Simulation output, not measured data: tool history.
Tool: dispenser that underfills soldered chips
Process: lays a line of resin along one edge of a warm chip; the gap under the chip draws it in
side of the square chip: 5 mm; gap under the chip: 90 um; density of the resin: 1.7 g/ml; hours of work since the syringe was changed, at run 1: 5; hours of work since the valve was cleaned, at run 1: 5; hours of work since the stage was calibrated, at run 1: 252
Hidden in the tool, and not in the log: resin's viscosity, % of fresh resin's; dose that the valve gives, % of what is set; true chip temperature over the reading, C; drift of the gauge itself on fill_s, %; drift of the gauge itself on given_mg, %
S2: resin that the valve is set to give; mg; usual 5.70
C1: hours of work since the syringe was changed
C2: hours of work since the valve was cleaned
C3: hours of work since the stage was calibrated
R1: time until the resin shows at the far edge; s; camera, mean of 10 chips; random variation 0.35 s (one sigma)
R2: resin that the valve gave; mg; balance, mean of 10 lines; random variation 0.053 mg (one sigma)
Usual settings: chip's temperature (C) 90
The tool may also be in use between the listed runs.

Run 1, day 0.000: usual settings; C1 5; C2 5; C3 252. Result: R1 29.5 s, R2 5.65 mg.
At day 0.221: new syringe of resin.
Run 2, day 0.300: usual settings; C1 1; C2 9; C3 257. Result: R1 22.4 s, R2 5.72 mg.
Run 3, day 0.667: usual settings; C1 7; C2 15; C3 263. Result: R1 37.3 s, R2 5.69 mg.
At day 0.717: new syringe of resin.
At day 1.208: new syringe of resin.
Run 4, day 1.296: usual settings; C1 1; C2 25; C3 273. Result: R1 22.3 s, R2 5.58 mg.
Run 5, day 1.600: usual settings; C1 7; C2 31; C3 278. Result: R1 34.6 s, R2 5.50 mg.
At day 1.717: new syringe of resin.
Run 6, day 1.988: usual settings but chip's temperature (C) 82; C1 4; C2 37; C3 284. Result: R1 36.5 s, R2 5.58 mg.
At day 2.208: new syringe of resin.
Run 7, day 2.546: usual settings; C1 6; C2 46; C3 293. Result: R1 32.6 s, R2 5.60 mg.
At day 2.733: new syringe of resin.
Run 8, day 2.967: usual settings; C1 4; C2 53; C3 300. Result: R1 27.5 s, R2 5.51 mg.
At day 3.254: new syringe of resin.
Run 9, day 3.262: usual settings; C1 0; C2 57; C3 305. Result: R1 20.6 s, R2 5.44 mg.
At day 3.758: new syringe of resin.
Run 10, day 3.775: usual settings; C1 0; C2 66; C3 313. Result: R1 21.1 s, R2 5.57 mg.
Run 11, day 4.154: usual settings; C1 7; C2 72; C3 319. Result: R1 36.1 s, R2 5.42 mg.
At day 4.275: new syringe of resin.
Run 12, day 4.683: usual settings; C1 7; C2 80; C3 328. Result: R1 36.7 s, R2 5.41 mg.
At day 4.767: new syringe of resin.
At day 5.254: new syringe of resin.
Run 13, day 5.304: usual settings; C1 1; C2 90; C3 338. Result: R1 22.2 s, R2 5.41 mg.
Run 14, day 5.692: usual settings but chip's temperature (C) 91, S2 6.92 mg; C1 7; C2 97; C3 344. Result: R1 36.1 s, R2 6.53 mg.
At day 5.758: new syringe of resin.
Run 15, day 6.121: usual settings but chip's temperature (C) 91, S2 6.92 mg; C1 6; C2 104; C3 351. Result: R1 32.7 s, R2 6.38 mg.
At day 6.275: new syringe of resin.
At day 6.592: dispensing valve cleaned and set on the balance.
Run 16, day 6.667: usual settings but S2 6.92 mg; C1 6; C2 1; C3 359. Result: R1 32.3 s, R2 6.92 mg.
At day 6.838: new syringe of resin.
Run 17, day 7.100: usual settings but chip's temperature (C) 89, S2 4.89 mg; C1 4; C2 8; C3 366. Result: R1 31.8 s, R2 4.82 mg.
At day 7.333: new syringe of resin.
Run 18, day 7.462: usual settings but chip's temperature (C) 75, S2 4.94 mg; C1 2; C2 14; C3 372. Result: R1 39.2 s, R2 4.89 mg.
At day 7.817: new syringe of resin.
Run 19, day 7.817: usual settings but chip's temperature (C) 75, S2 6.16 mg; C1 0; C2 20; C3 378. Result: R1 32.5 s, R2 6.03 mg.

The next listed run, before its measurement:
Run 20, day 8.192: usual settings but chip's temperature (C) 89, S2 6.74 mg; C1 6; C2 26; C3 384. Result: R1 ?, R2 ?.

R1: 35.5 s
R2: 6.61 mg
Without the tool's hidden state the same run would have given R1 18.8 s, R2 6.73 mg.

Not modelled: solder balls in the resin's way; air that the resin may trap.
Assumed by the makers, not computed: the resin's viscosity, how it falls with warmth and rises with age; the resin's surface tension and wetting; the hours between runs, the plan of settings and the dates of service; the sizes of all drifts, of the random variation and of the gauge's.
